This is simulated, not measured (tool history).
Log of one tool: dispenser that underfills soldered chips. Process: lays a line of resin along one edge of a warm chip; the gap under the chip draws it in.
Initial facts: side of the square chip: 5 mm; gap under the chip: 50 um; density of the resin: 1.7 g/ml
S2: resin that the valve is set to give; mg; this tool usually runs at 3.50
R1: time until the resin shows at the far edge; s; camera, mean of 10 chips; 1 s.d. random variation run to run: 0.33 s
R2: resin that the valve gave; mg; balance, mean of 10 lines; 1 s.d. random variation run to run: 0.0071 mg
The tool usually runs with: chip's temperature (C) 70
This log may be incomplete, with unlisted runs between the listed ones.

{"run": 1, "day": 0.0, "chip's temperature (C)": 70, "S2": 3.5, "R1": 19.3, "R2": 3.44}
{"run": 2, "day": 0.162, "chip's temperature (C)": 67, "S2": 3.5, "R1": 17.3, "R2": 3.441}
{"run": 3, "day": 0.304, "chip's temperature (C)": 55, "S2": 3.5, "R1": 39.8, "R2": 3.447}
{"run": 4, "day": 0.525, "chip's temperature (C)": 55, "S2": 3.83, "R1": 30.5, "R2": 3.752}
{"run": 5, "day": 0.704, "chip's temperature (C)": 66, "S2": 3.83, "R1": 20.7, "R2": 3.734}
{"run": 6, "day": 0.862, "chip's temperature (C)": 76, "S2": 3.5, "R1": 14.9, "R2": 3.41}
{"run": 7, "day": 1.038, "chip's temperature (C)": 76, "S2": 3.5, "R1": 12.1, "R2": 3.41}
{"run": 8, "day": 1.133, "chip's temperature (C)": 82, "S2": 3.5, "R1": 9.5, "R2": 3.41}
{"run": 9, "day": 1.375, "chip's temperature (C)": 70, "S2": 3.57, "R1": 14.3, "R2": 3.465}
{"run": 10, "day": 1.525, "chip's temperature (C)": 70, "S2": 3.57, "R1": 16.5, "R2": 3.571}
{"run": 11, "day": 1.762, "chip's temperature (C)": 70, "S2": 3.5, "R1": 13.9, "R2": 3.497}
{"run": 12, "day": 1.967, "chip's temperature (C)": 70, "S2": 3.5, "R1": 17.5, "R2": 3.49}
{"run": 13, "day": 2.079, "chip's temperature (C)": 70, "S2": 3.5, "R1": 20.3, "R2": 3.486}
{"run": 14, "day": 2.304, "chip's temperature (C)": 61, "S2": 3.5, "R1": 27.0, "R2": 3.488}
{"run": 15, "day": 2.4, "chip's temperature (C)": 66, "S2": 3.5, "R1": 23.3, "R2": 3.485}
{"run": 16, "day": 2.542, "chip's temperature (C)": 70, "S2": 3.5, "R1": 13.0, "R2": 3.472}
{"run": 17, "day": 2.646, "chip's temperature (C)": 70, "S2": 3.5, "R1": 15.5, "R2": 3.47}
{"run": 18, "day": 2.771, "chip's temperature (C)": 70, "S2": 4.07, "R1": 17.7, "R2": 4.037}
{"run": 19, "day": 2.896, "chip's temperature (C)": 70, "S2": 4.07, "R1": 19.8, "R2": 4.035}
{"run": 20, "day": 3.054, "chip's temperature (C)": 76, "S2": 3.2, "R1": 11.5, "R2": 3.161}
{"run": 21, "day": 3.188, "chip's temperature (C)": 76, "S2": 3.96, "R1": 13.1, "R2": 3.927}
{"run": 22, "day": 3.417, "chip's temperature (C)": 77, "S2": 3.96, "R1": 10.4, "R2": 3.906}
{"run": 23, "day": 3.633, "chip's temperature (C)": 64, "S2": 3.42, "R1": 26.4, "R2": 3.364}
{"run": 24, "day": 3.783, "chip's temperature (C)": 64, "S2": 3.42, "R1": 19.6, "R2": 3.356}
{"run": 25, "day": 3.879, "chip's temperature (C)": 56, "S2": 4.06, "R1": 32.9, "R2": 3.993}
{"run": 26, "day": 3.979, "chip's temperature (C)": 56, "S2": 4.06, "R1": 36.9, "R2": 3.983}
{"run": 27, "day": 4.125, "chip's temperature (C)": 66, "S2": 3.5, "R1": 16.2, "R2": 3.433}
{"run": 28, "day": 4.288, "chip's temperature (C)": 83, "S2": 3.61, "R1": 8.3, "R2": 3.514}
{"run": 29, "day": 4.492, "chip's temperature (C)": 63, "S2": 3.95, "R1": 29.8, "R2": 3.868}
{"run": 30, "day": 4.704, "chip's temperature (C)": 63, "S2": 3.95, "R1": 23.2, "R2": 3.849}
{"run": 31, "day": 4.808, "chip's temperature (C)": 68, "S2": 3.09, "R1": 21.4, "R2": 3.014}
{"run": 32, "day": 4.95, "chip's temperature (C)": 75, "S2": 4.08, "R1": 10.0, "R2": 3.955}
{"run": 33, "day": 5.133, "chip's temperature (C)": 75, "S2": 4.08, "R1": 13.3, "R2": 3.966}
{"run": 34, "day": 5.225, "chip's temperature (C)": 75, "S2": 4.08, "R1": 14.1, "R2": 3.962}
{"run": 35, "day": 5.475, "chip's temperature (C)": 59, "S2": 3.54, "R1": 27.1, "R2": 3.549}

Put back what was entered between runs (16 entries, withheld): which listed runs does each sit between, and how does the hidden state differ from the listed run before to the listed run after?
In the gap between runs 1 and 2: new syringe of resin (day 0.088)
  resin's viscosity, % of fresh resin's: 148.4 -> 111.3; dose that the valve gives, % of what is set: 98.27 -> 98.14; true chip temperature over the reading, C: -0.03 -> -0.04
  measured less the result without the state, R1: +6.3 -> +1.8 s; R2: -0.060 -> -0.065 mg
In the gap between runs 3 and 4: new syringe of resin (day 0.488)
  resin's viscosity, % of fresh resin's: 132 -> 104.3; dose that the valve gives, % of what is set: 98.02 -> 97.85; true chip temperature over the reading, C: -0.05 -> -0.06
  measured less the result without the state, R1: +9.7 -> +1.4 s; R2: -0.069 -> -0.082 mg
In the gap between runs 6 and 7: new syringe of resin (day 0.888)
  resin's viscosity, % of fresh resin's: 158 -> 120.7; dose that the valve gives, % of what is set: 97.57 -> 97.43; true chip temperature over the reading, C: -0.08 -> -0.09
  measured less the result without the state, R1: +5.5 -> +2.1 s; R2: -0.085 -> -0.091 mg
In the gap between runs 8 and 9: new syringe of resin (day 1.283)
  resin's viscosity, % of fresh resin's: 135.7 -> 112.2; dose that the valve gives, % of what is set: 97.36 -> 97.15; true chip temperature over the reading, C: -0.1 -> -0.11
  measured less the result without the state, R1: +2.6 -> +1.7 s; R2: -0.093 -> -0.102 mg
In the gap between runs 9 and 10: dispensing valve cleaned and set on the balance (day 1.504)
  resin's viscosity, % of fresh resin's: 112.2 -> 128.1; dose that the valve gives, % of what is set: 97.15 -> 100.05; true chip temperature over the reading, C: -0.11 -> -0.12
  measured less the result without the state, R1: +1.7 -> +3.8 s; R2: -0.102 -> +0.001 mg
In the gap between runs 10 and 11: new syringe of resin (day 1.729)
  resin's viscosity, % of fresh resin's: 128.1 -> 102.9; dose that the valve gives, % of what is set: 100.05 -> 99.87; true chip temperature over the reading, C: -0.12 -> -0.14
  measured less the result without the state, R1: +3.8 -> +0.5 s; R2: +0.001 -> -0.004 mg
In the gap between runs 13 and 14: new syringe of resin (day 2.129)
  resin's viscosity, % of fresh resin's: 151.9 -> 125.6; dose that the valve gives, % of what is set: 99.61 -> 99.45; true chip temperature over the reading, C: -0.16 -> -0.17
  measured less the result without the state, R1: +7.0 -> +5.6 s; R2: -0.014 -> -0.019 mg
In the gap between runs 15 and 16: new syringe of resin (day 2.533)
  resin's viscosity, % of fresh resin's: 141.5 -> 102.2; dose that the valve gives, % of what is set: 99.36 -> 99.26
  measured less the result without the state, R1: +6.9 -> +0.5 s; R2: -0.022 -> -0.026 mg
In the gap between runs 19 and 20: new syringe of resin (day 2.929)
  resin's viscosity, % of fresh resin's: 157.6 -> 117.9; dose that the valve gives, % of what is set: 98.95 -> 98.84
  measured less the result without the state, R1: +7.5 -> +1.9 s; R2: -0.043 -> -0.037 mg
In the gap between runs 21 and 22: new syringe of resin (day 3.321)
  resin's viscosity, % of fresh resin's: 139 -> 113.4; dose that the valve gives, % of what is set: 98.73 -> 98.55; true chip temperature over the reading, C: -0.22 -> -0.24
  measured less the result without the state, R1: +3.8 -> +1.4 s; R2: -0.050 -> -0.057 mg
In the gap between runs 23 and 24: new syringe of resin (day 3.721)
  resin's viscosity, % of fresh resin's: 147.6 -> 106.4; dose that the valve gives, % of what is set: 98.36 -> 98.26; true chip temperature over the reading, C: -0.25 -> -0.26
  measured less the result without the state, R1: +8.9 -> +1.4 s; R2: -0.056 -> -0.059 mg
In the gap between runs 26 and 27: new syringe of resin (day 4.121)
  resin's viscosity, % of fresh resin's: 135.1 -> 100.1; dose that the valve gives, % of what is set: 98.1 -> 97.99; true chip temperature over the reading, C: -0.27 -> -0.28
  measured less the result without the state, R1: +10.0 -> +0.3 s; R2: -0.077 -> -0.071 mg
In the gap between runs 29 and 30: new syringe of resin (day 4.521)
  resin's viscosity, % of fresh resin's: 157.5 -> 124.5; dose that the valve gives, % of what is set: 97.68 -> 97.52; true chip temperature over the reading, C: -0.3 -> -0.32
  measured less the result without the state, R1: +11.1 -> +4.9 s; R2: -0.091 -> -0.098 mg
In the gap between runs 31 and 32: new syringe of resin (day 4.921)
  resin's viscosity, % of fresh resin's: 141.8 -> 103; dose that the valve gives, % of what is set: 97.42 -> 97.32; true chip temperature over the reading, C: -0.32 -> -0.33
  measured less the result without the state, R1: +6.6 -> +0.5 s; R2: -0.080 -> -0.109 mg
In the gap between runs 34 and 35: new syringe of resin (day 5.321); dispensing valve cleaned and set on the balance (day 5.417)
  resin's viscosity, % of fresh resin's: 144.4 -> 112.8; dose that the valve gives, % of what is set: 97.09 -> 100.15; true chip temperature over the reading, C: -0.35 -> -0.36
  measured less the result without the state, R1: +4.6 -> +3.6 s; R2: -0.119 -> +0.006 mg

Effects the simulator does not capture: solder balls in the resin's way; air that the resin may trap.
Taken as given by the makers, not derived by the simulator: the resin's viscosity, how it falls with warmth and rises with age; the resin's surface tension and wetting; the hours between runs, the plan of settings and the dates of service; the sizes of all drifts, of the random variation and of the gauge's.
